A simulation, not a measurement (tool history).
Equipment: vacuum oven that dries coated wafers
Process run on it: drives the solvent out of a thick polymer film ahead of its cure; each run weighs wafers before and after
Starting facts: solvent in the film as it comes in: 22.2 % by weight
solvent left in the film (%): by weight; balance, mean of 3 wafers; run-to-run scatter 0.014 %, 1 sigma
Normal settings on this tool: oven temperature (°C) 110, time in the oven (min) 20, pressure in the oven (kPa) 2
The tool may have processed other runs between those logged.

Run 1, hour 0: usual settings. Result: solvent left in the film (%) 2.66.
Run 2, hour 21.1: usual settings. Result: solvent left in the film (%) 2.68.
Run 3, hour 41.7: usual settings. Result: solvent left in the film (%) 2.65.
Run 4, hour 61: usual settings. Result: solvent left in the film (%) 2.66.
Run 5, hour 75.1: usual settings but time in the oven (min) 31. Result: solvent left in the film (%) 2.26.
Run 6, hour 90.1: usual settings. Result: solvent left in the film (%) 2.67.
At hour 93.6: oven's thermocouples calibrated.
Run 7, hour 104.5: usual settings. Result: solvent left in the film (%) 2.63.
Run 8, hour 127.2: usual settings but time in the oven (min) 30. Result: solvent left in the film (%) 2.23.
Run 9, hour 147.6: usual settings but time in the oven (min) 30. Result: solvent left in the film (%) 2.25.
At hour 152.2: oven's thermocouples calibrated, once more.
Run 10, hour 162.7: usual settings but oven temperature (°C) 99. Result: solvent left in the film (%) 6.19.
Run 11, hour 184.9: usual settings but pressure in the oven (kPa) 1.5. Result: solvent left in the film (%) 2.27.
Run 12, hour 205: usual settings but pressure in the oven (kPa) 1.5. Result: solvent left in the film (%) 2.24.

Forecast run 13:
Run 13, hour 215.7: usual settings but pressure in the oven (kPa) 1.5. Result: solvent left in the film (%) ?.

Run 13 produced solvent left in the film (%) 2.26.
Minus the tool's unlogged condition, the same run would have read solvent left in the film (%) 2.15.
